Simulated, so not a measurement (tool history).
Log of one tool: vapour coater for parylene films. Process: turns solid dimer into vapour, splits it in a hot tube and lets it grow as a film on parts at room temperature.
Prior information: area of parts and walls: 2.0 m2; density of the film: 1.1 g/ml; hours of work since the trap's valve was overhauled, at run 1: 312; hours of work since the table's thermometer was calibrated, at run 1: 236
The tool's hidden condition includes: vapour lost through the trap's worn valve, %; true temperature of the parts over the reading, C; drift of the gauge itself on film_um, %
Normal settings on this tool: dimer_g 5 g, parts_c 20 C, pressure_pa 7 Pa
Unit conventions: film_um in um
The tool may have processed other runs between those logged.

run   hour  dimer_g  parts_c  pressure_pa  hours of work since the trap's valve was overhauled  hours of work since the table's thermometer was calibrated  film_um
  1      0        5       20            7                                                  312                                                         236     1.47
  2   23.1        5       20            7                                                  333                                                         257     1.47
  3   44.6        5       20            7                                                  352                                                         276     1.45
  4   73.9        2       20            7                                                  378                                                         302     0.56
  5   88.3        2       20         11.6                                                  391                                                         315     0.56
  6  115.1        2       14         11.6                                                  415                                                         339     0.73
     120.8  -- trap's valve overhauled
  7  145.7        2       14         11.6                                                   22                                                         363     0.71
  8    164        2       16         4.75                                                   39                                                         379     0.69
  9  193.7        5       16         4.26                                                   65                                                         406     1.66
 10  213.4        5       16         4.26                                                   83                                                         423     1.66
 11  227.9        5       15         2.69                                                   96                                                         436      1.8
 12  246.6        5       15         2.69                                                  112                                                         453     1.76
     264.1  -- trap's valve overhauled, once more
 13  268.4        5       15         2.69                                                    4                                                         469     2.12
 14  284.2        5       15         2.69                                                   18                                                         483     2.12

Consider 4 possible next runs. They are alternatives, not a sequence: every one starts from the tool as it was left by run 14. What does each give?
  A  302.2        7       19            7                                                   34                                                         499        ?
  B  302.2        6       12         4.76                                                   34                                                         499        ?
  C  302.2        9       15         2.69                                                   34                                                         499        ?
  D  302.2        5       15         4.98                                                   34                                                         499        ?

run  film_um
  A     2.32
  B     2.63
  C     3.79
  D     2.04
The same runs, with their run-to-run variation unchanged, on a tool lacking any hidden condition would have given:
run  film_um
  A     2.29
  B     2.66
  C     3.75
  D     2.02
